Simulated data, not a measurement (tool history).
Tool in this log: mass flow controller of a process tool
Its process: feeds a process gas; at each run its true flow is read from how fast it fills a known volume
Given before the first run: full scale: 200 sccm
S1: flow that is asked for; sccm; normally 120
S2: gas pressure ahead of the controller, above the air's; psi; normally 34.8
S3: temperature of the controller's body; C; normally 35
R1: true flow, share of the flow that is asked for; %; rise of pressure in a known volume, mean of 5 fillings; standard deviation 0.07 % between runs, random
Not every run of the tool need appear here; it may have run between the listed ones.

run,hour,S1,S2,S3,R1
1,0.0,120,34.8,35,98.99
2,310.2,120,34.8,35,99.32
3,558.7,120,23.4,35,99.81
4,856.2,120,23.4,35,100.04
5,993.3,120,34.8,35,99.83
6,1130.1,120,34.8,35,99.93
7,1401.5,120,34.8,35,100.22
8,1596.5,120,34.8,35,100.32
9,1824.7,32,34.8,35,100.29
10,2108.2,120,31.9,35,100.99
11,2383.2,120,31.9,35,101.00
12,2633.7,120,31.9,35,101.34
13,2830.1,120,34.8,26,101.95
14,3050.9,120,34.8,26,102.13
15,3183.0,120,34.8,26,102.22
# hour 3231.6: gauge calibrated
16,3478.8,120,34.8,26,99.76
17,3739.8,120,34.8,26,100.03
18,3910.3,120,36.3,26,100.24
19,4213.9,120,34.8,39,99.65
20,4378.5,120,34.8,39,99.85
21,4658.4,120,34.8,35,100.10
22,4942.6,120,36.0,35,100.48
23,5105.3,120,36.0,35,100.49
24,5391.3,42,26.5,23,101.49
25,5670.7,42,38.3,27,101.21
26,5796.8,42,38.3,27,101.41
27,6067.6,42,38.3,27,101.67
28,6306.4,31,30.7,27,101.98
29,6496.6,46,30.7,23,102.41
30,6755.7,46,25.1,32,102.25
31,6958.8,94,29.6,32,102.40
32,7261.6,34,34.8,35,102.02
33,7530.6,34,34.8,35,102.33
34,7841.3,34,34.8,29,102.97
35,7984.5,41,35.1,31,103.09
36,8199.3,140,34.8,35,103.27
37,8500.2,140,34.8,35,103.34
38,8735.0,132,37.1,35,103.47
39,8897.3,120,22.0,35,104.02
40,9061.9,27,22.0,36,103.80
41,9365.2,27,22.0,36,104.04
42,9657.9,27,22.0,36,104.24
43,9881.0,75,22.0,21,105.63

What if the next run were any one of these 4? Each begins from the tool's condition after run 43:
A,10039.0,88,31.9,21,?
B,10039.0,126,22.0,33,?
C,10039.0,55,28.9,26,?
D,10039.0,120,27.1,35,?

run,R1
A,105.47
B,104.90
C,105.18
D,104.90
With no hidden state in the tool, these same runs would have given:
run,R1
A,99.86
B,99.32
C,99.59
D,99.34
